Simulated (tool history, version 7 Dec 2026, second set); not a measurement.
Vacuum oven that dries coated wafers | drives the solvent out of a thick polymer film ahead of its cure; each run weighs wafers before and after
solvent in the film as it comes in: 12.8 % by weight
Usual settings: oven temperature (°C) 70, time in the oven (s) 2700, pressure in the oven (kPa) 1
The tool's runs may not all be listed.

run	hour	oven temperature (°C)	time in the oven (s)	pressure in the oven (kPa)	solvent left in the film (%)
1	0	70	2700	1	1.07
2	18.5	70	2700	1	1.11
3	27.7	70	2700	1	1.18
4	38.3	70	2700	1	1.09
5	53.5	70	2700	1	1.12
6	62.8	70	4320	1	0.47
7	73.3	70	2700	1	1.01
8	91.7	70	2700	1	1.08
9	106	70	3480	1	0.69
10	117.4	70	3480	1	0.61
11	136.3	70	3480	1	0.61
12	153.9	84	3480	1	0.18
13	163.7	84	3480	1	0.25
# hour 167.6: oven's thermocouples calibrated
14	182.8	59	1920	1	4.08
15	196.8	59	1920	1	4.13
16	209.3	59	1920	1	4.08
17	221.3	62	3960	1	1.31
18	240.1	70	4140	1	0.58
19	249.6	75	2700	1	0.68
# hour 267.9: oven's thermocouples calibrated, once more
20	273	75	2640	1	0.58
21	289	77	4320	1	0.23

5 ways to go on from here, each from the tool as it stands after run 21. What would each give?
A	303.4	78	3180	0.82	?
B	303.4	63	1560	2.06	?
C	303.4	66	2700	0.53	?
D	303.4	70	2700	2.31	?
E	303.4	64	2160	2.69	?

run	solvent left in the film (%)
A	0.29
B	4.12
C	1.36
D	1.45
E	3.17
Without the tool's hidden state the same runs would have given:
run	solvent left in the film (%)
A	0.26
B	4.05
C	1.3
D	1.39
E	3.1
